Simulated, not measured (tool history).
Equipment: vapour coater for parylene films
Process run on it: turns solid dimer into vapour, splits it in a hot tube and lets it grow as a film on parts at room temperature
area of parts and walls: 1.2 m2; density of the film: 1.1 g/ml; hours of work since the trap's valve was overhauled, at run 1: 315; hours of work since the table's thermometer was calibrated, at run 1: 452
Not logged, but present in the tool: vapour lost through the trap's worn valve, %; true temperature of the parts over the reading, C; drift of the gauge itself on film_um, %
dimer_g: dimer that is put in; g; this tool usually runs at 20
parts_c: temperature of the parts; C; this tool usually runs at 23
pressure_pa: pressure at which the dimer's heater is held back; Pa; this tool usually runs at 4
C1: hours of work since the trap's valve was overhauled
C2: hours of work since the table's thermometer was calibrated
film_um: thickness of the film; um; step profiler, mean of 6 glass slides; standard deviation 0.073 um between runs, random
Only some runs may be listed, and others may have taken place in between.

Run 1, hour 0: usual settings; C1 315; C2 452. Result: film_um 8.64 um.
At hour 13.2: trap's valve overhauled.
Run 2, hour 36.1: usual settings but pressure_pa 3.67 Pa; C1 12; C2 468. Result: film_um 8.85 um.
Run 3, hour 63.1: usual settings but pressure_pa 3.67 Pa; C1 25; C2 482. Result: film_um 8.9 um.
Run 4, hour 95.3: usual settings but pressure_pa 3.67 Pa; C1 42; C2 498. Result: film_um 8.87 um.
Run 5, hour 120.7: usual settings but dimer_g 35 g; C1 55; C2 511. Result: film_um 15.46 um.
Run 6, hour 158.2: usual settings but dimer_g 35 g; C1 74; C2 530. Result: film_um 15.05 um.
Run 7, hour 192.2: usual settings but dimer_g 34 g, parts_c 35 C, pressure_pa 3.06 Pa; C1 91; C2 548. Result: film_um 10.59 um.
Run 8, hour 228.2: usual settings but dimer_g 10 g, parts_c 29 C, pressure_pa 4.86 Pa; C1 109; C2 566. Result: film_um 3.46 um.
Run 9, hour 254.6: usual settings but dimer_g 11 g, pressure_pa 8.44 Pa; C1 123; C2 579. Result: film_um 4.17 um.
Run 10, hour 284.1: usual settings but dimer_g 11 g, pressure_pa 8.44 Pa; C1 138; C2 594. Result: film_um 4.15 um.
Run 11, hour 317.3: usual settings but dimer_g 16 g, parts_c 18 C, pressure_pa 4.74 Pa; C1 155; C2 611. Result: film_um 7.97 um.
Run 12, hour 351.7: usual settings but dimer_g 22 g, parts_c 20 C, pressure_pa 2.26 Pa; C1 172; C2 629. Result: film_um 11.61 um.

Hidden state at the last listed run before each entry between runs and at the first one after, where it differs:
In the gap between runs 1 and 2: trap's valve overhauled (hour 13.2)
  vapour lost through the trap's worn valve, %: 0.3 -> 0
